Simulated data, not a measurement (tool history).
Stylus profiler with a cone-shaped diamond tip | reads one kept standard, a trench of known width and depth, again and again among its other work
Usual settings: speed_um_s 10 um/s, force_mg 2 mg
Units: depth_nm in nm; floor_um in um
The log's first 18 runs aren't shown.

Run 19, hour 653.2: usual settings but speed_um_s 23 um/s, force_mg 1.12 mg. Result: depth_nm 1012.64 nm, floor_um 25.49 um.
Run 20, hour 675.2: usual settings but speed_um_s 23 um/s, force_mg 1.12 mg. Result: depth_nm 1012.38 nm, floor_um 25.42 um.
Run 21, hour 699.6: usual settings but force_mg 1.54 mg. Result: depth_nm 1013.84 nm, floor_um 25.49 um.
Run 22, hour 727: usual settings but force_mg 1.54 mg. Result: depth_nm 1013.76 nm, floor_um 25.5 um.
Run 23, hour 748.6: usual settings but speed_um_s 27 um/s, force_mg 5.71 mg. Result: depth_nm 1023.68 nm, floor_um 25.48 um.
Run 24, hour 785.8: usual settings but speed_um_s 8 um/s, force_mg 1.23 mg. Result: depth_nm 1012.79 nm, floor_um 25.45 um.
At hour 789.2: height scale calibrated on a step standard.
Run 25, hour 833.9: usual settings but force_mg 4.93 mg. Result: depth_nm 1024.87 nm, floor_um 25.51 um.
Run 26, hour 878.2: usual settings but speed_um_s 3 um/s, force_mg 2.67 mg. Result: depth_nm 1019.96 nm, floor_um 25.56 um.
Run 27, hour 902: usual settings but speed_um_s 31 um/s, force_mg 1.57 mg. Result: depth_nm 1017.09 nm, floor_um 25.29 um.
Run 28, hour 926.6: usual settings but speed_um_s 31 um/s, force_mg 1.57 mg. Result: depth_nm 1016.99 nm, floor_um 25.33 um.
At hour 959.4: height scale calibrated on a step standard, once more.
Run 29, hour 965.7: usual settings but speed_um_s 31 um/s, force_mg 1.57 mg. Result: depth_nm 1007.4 nm, floor_um 25.32 um.
Run 30, hour 1007.6: usual settings but speed_um_s 23 um/s, force_mg 1.11 mg. Result: depth_nm 1006.37 nm, floor_um 25.3 um.
Run 31, hour 1044.8: usual settings but speed_um_s 2 um/s, force_mg 1.64 mg. Result: depth_nm 1008.15 nm, floor_um 25.48 um.
Run 32, hour 1091.8: usual settings but speed_um_s 16 um/s, force_mg 1.95 mg. Result: depth_nm 1008.92 nm, floor_um 25.39 um.
Run 33, hour 1122.3: usual settings but speed_um_s 37 um/s, force_mg 0.9 mg. Result: depth_nm 1005.92 nm, floor_um 25.16 um.
Run 34, hour 1167.2: usual settings but speed_um_s 9 um/s, force_mg 0.69 mg. Result: depth_nm 1005.47 nm, floor_um 25.33 um.

5 ways to go on from here, each from the tool as it stands after run 34. What would each give?
Run A, hour 1216.3: usual settings but speed_um_s 6 um/s, force_mg 3.81 mg. Result: depth_nm ?, floor_um ?.
Run B, hour 1216.3: usual settings but speed_um_s 14 um/s, force_mg 2.79 mg. Result: depth_nm ?, floor_um ?.
Run C, hour 1216.3: usual settings but speed_um_s 7 um/s, force_mg 0.94 mg. Result: depth_nm ?, floor_um ?.
Run D, hour 1216.3: usual settings but speed_um_s 26 um/s, force_mg 2.42 mg. Result: depth_nm ?, floor_um ?.
Run E, hour 1216.3: usual settings but speed_um_s 22 um/s, force_mg 0.84 mg. Result: depth_nm ?, floor_um ?.

run  depth_nm  floor_um
  A   1014.25     25.44
  B   1011.05     25.34
  C   1005.94     25.36
  D   1010.67     25.27
  E   1005.38     25.29
Without the tool's hidden state the same runs would have given:
run  depth_nm  floor_um
  A   1013.31     26.55
  B   1010.11     26.45
  C      1005     26.48
  D   1009.73     26.39
  E   1004.45      26.4
